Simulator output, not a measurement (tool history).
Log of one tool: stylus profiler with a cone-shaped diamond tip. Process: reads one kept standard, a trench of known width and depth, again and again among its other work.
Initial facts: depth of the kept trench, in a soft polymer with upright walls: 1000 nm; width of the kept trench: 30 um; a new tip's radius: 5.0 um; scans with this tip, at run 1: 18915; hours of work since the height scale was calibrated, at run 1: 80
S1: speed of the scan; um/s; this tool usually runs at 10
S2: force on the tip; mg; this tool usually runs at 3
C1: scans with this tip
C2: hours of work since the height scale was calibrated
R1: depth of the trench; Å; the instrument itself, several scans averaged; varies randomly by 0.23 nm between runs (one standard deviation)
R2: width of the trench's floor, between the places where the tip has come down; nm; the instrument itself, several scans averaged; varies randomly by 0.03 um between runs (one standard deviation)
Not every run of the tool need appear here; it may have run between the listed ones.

run	hour	S1	S2	C1	C2	R1	R2
1	0	10	3	18915	80	10154.5	22150
2	68.4	5	3	19254	120	10152.7	22180
3	154.3	5	3	19679	169	10150.8	22090
4	218.5	5	3	19997	206	10159	22130
5	317.4	5	3	20487	263	10162	22070
6	384.9	5	3	20822	301	10160.5	22000
7	462.4	5	3	21205	346	10167.9	21990
8	513.5	10	3	21458	375	10166.8	21920
9	558.2	14	3	21680	401	10164.6	21910
# hour 593.7: new tip fitted, height scale calibrated
10	660.6	14	3	331	38	10160.4	24030
11	726.8	10	3	659	76	10159.6	24040
# hour 734.1: height scale calibrated on a step standard
12	816.6	10	3	1102	47	10163.3	24000
13	863.5	10	3.64	1334	74	10184.8	23980
14	947.6	36	5.36	1751	123	10235.5	23820
# hour 1009.8: height scale calibrated on a step standard, once more
15	1040.5	4	1.73	2209	18	10112.6	23890
16	1131.4	10	6.11	2659	70	10253.8	23800
17	1176.4	4	1.05	2882	96	10087.1	23770

What does the tool deliver on the next run?
18	1275.3	4	3.42	3372	152	?	?

For run 18 the tool returned R1 10180.2 Å, R2 23720 nm.
On a tool with no hidden condition, and with the same random variation, this run would have come out at R1 10168.2 Å, R2 23960 nm.
